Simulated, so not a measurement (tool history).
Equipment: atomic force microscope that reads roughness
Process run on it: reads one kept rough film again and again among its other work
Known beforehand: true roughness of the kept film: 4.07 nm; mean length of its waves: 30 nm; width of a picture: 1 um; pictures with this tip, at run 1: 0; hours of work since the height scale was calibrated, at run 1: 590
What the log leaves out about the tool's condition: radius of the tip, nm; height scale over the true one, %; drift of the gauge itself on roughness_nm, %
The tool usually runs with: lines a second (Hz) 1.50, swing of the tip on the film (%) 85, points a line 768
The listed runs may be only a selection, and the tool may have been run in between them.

run	hour	lines a second (Hz)	swing of the tip on the film (%)	points a line	pictures with this tip	hours of work since the height scale was calibrated	roughness of the kept film (nm (root mean square))
1	0.0	1.50	85	768	0	590	3.147
2	26.9	1.50	85	768	42	610	3.155
# hour 41.6: new tip fitted
3	41.6	1.50	85	768	0	620	3.175
4	69.1	1.50	85	768	43	640	3.162
# hour 84.4: new tip fitted
5	84.4	1.50	85	266	0	651	3.108
6	111.2	1.50	85	266	42	671	3.117
# hour 126.2: new tip fitted
7	127.3	1.50	85	266	2	683	3.144
8	143.9	1.50	85	768	27	695	3.141
9	159.4	3.36	85	768	51	707	2.730
# hour 168.1: new tip fitted
10	174.8	3.36	85	768	10	718	2.749
11	192.6	3.36	85	768	37	731	2.730
# hour 211.3: new tip fitted
12	211.3	1.72	85	768	0	744	3.092
13	224.9	1.72	85	295	21	754	3.079
14	251.4	1.72	85	295	62	774	3.041
# hour 254.5: new tip fitted
15	279.8	1.72	85	295	39	795	3.054
16	292.0	1.72	85	295	57	803	3.080
# hour 298.3: new tip fitted
17	316.6	2.38	85	295	29	821	2.913
# hour 340.7: new tip fitted
18	344.3	1.78	85	768	5	841	3.088
19	370.2	1.50	85	768	45	861	3.151
# hour 382.5: new tip fitted
20	382.5	1.50	85	768	0	869	3.156
21	396.4	1.50	85	768	22	880	3.171
22	418.4	1.50	85	768	56	896	3.158
# hour 425.6: new tip fitted
23	433.0	1.50	85	768	11	906	3.171
24	459.8	1.50	85	768	52	926	3.162
# hour 468.3: new tip fitted
25	479.9	1.50	85	768	18	941	3.128
26	493.8	1.50	85	1021	39	951	3.163
# hour 510.2: new tip fitted
27	519.2	1.50	85	1021	14	969	3.157
28	537.3	1.50	85	801	42	983	3.142
# hour 552.5: new tip fitted
29	561.9	1.50	59	412	14	1000	3.481
30	573.7	1.50	59	816	32	1009	3.477
# hour 595.3: new tip fitted
31	595.4	1.50	59	816	0	1025	3.505
32	612.5	0.84	85	768	26	1038	3.344
33	624.2	3.95	85	377	44	1046	2.590
# hour 637.0: new tip fitted
34	638.5	0.74	70	520	2	1056	3.490
35	666.8	1.43	56	695	46	1077	3.510
# hour 679.1: new tip fitted
36	681.4	2.52	55	390	4	1088	3.450
37	699.0	2.52	55	390	31	1101	3.416
# hour 721.8: new tip fitted
38	725.1	3.03	62	984	5	1120	3.358
39	753.4	3.03	62	984	48	1141	3.331
# hour 765.1: new tip fitted
40	766.8	1.16	57	768	2	1150	3.540
41	787.9	1.50	57	768	35	1166	3.507
42	804.2	1.84	85	803	60	1178	3.073
# hour 807.4: new tip fitted
43	820.7	1.84	85	803	20	1190	3.053
44	835.0	1.84	63	803	42	1200	3.410
# hour 848.7: new tip fitted
45	859.3	1.37	85	776	16	1218	3.178
46	887.4	1.37	59	352	59	1239	3.472
# hour 890.3: new tip fitted
47	915.0	2.61	59	586	38	1259	3.391
# hour 933.6: new tip fitted
48	935.1	2.61	59	586	2	1273	3.432
49	950.1	2.61	79	627	25	1284	3.034

Describe how what the log doesn't record of the tool's condition differs between the last listed run preceding each entry between runs and the first listed run following it.
After run 2, before run 3: new tip fitted (hour 41.6)
  radius of the tip, nm: 7.1 -> 7
After run 4, before run 5: new tip fitted (hour 84.4)
  radius of the tip, nm: 7.2 -> 7
After run 6, before run 7: new tip fitted (hour 126.2)
  radius of the tip, nm: 7.1 -> 7
After run 9, before run 10: new tip fitted (hour 168.1)
  radius of the tip, nm: 7.2 -> 7
After run 11, before run 12: new tip fitted (hour 211.3)
  radius of the tip, nm: 7.1 -> 7
After run 14, before run 15: new tip fitted (hour 254.5)
  radius of the tip, nm: 7.2 -> 7.1
After run 16, before run 17: new tip fitted (hour 298.3)
  radius of the tip, nm: 7.2 -> 7.1
After run 17, before run 18: new tip fitted (hour 340.7)
  radius of the tip, nm: 7.1 -> 7
After run 19, before run 20: new tip fitted (hour 382.5)
  radius of the tip, nm: 7.1 -> 7
After run 22, before run 23: new tip fitted (hour 425.6)
  radius of the tip, nm: 7.2 -> 7; height scale over the true one, %: 0.01 -> 0.02
After run 24, before run 25: new tip fitted (hour 468.3)
  radius of the tip, nm: 7.2 -> 7.1
After run 26, before run 27: new tip fitted (hour 510.2)
  the hidden state is the same at both runs
After run 28, before run 29: new tip fitted (hour 552.5)
  radius of the tip, nm: 7.2 -> 7.1
After run 30, before run 31: new tip fitted (hour 595.3)
  radius of the tip, nm: 7.1 -> 7
After run 33, before run 34: new tip fitted (hour 637.0)
  radius of the tip, nm: 7.2 -> 7
After run 35, before run 36: new tip fitted (hour 679.1)
  radius of the tip, nm: 7.2 -> 7
After run 37, before run 38: new tip fitted (hour 721.8)
  radius of the tip, nm: 7.1 -> 7
After run 39, before run 40: new tip fitted (hour 765.1)
  radius of the tip, nm: 7.2 -> 7
After run 42, before run 43: new tip fitted (hour 807.4)
  radius of the tip, nm: 7.2 -> 7.1
After run 44, before run 45: new tip fitted (hour 848.7)
  the hidden state is the same at both runs
After run 46, before run 47: new tip fitted (hour 890.3)
  radius of the tip, nm: 7.2 -> 7.1
After run 47, before run 48: new tip fitted (hour 933.6)
  radius of the tip, nm: 7.1 -> 7
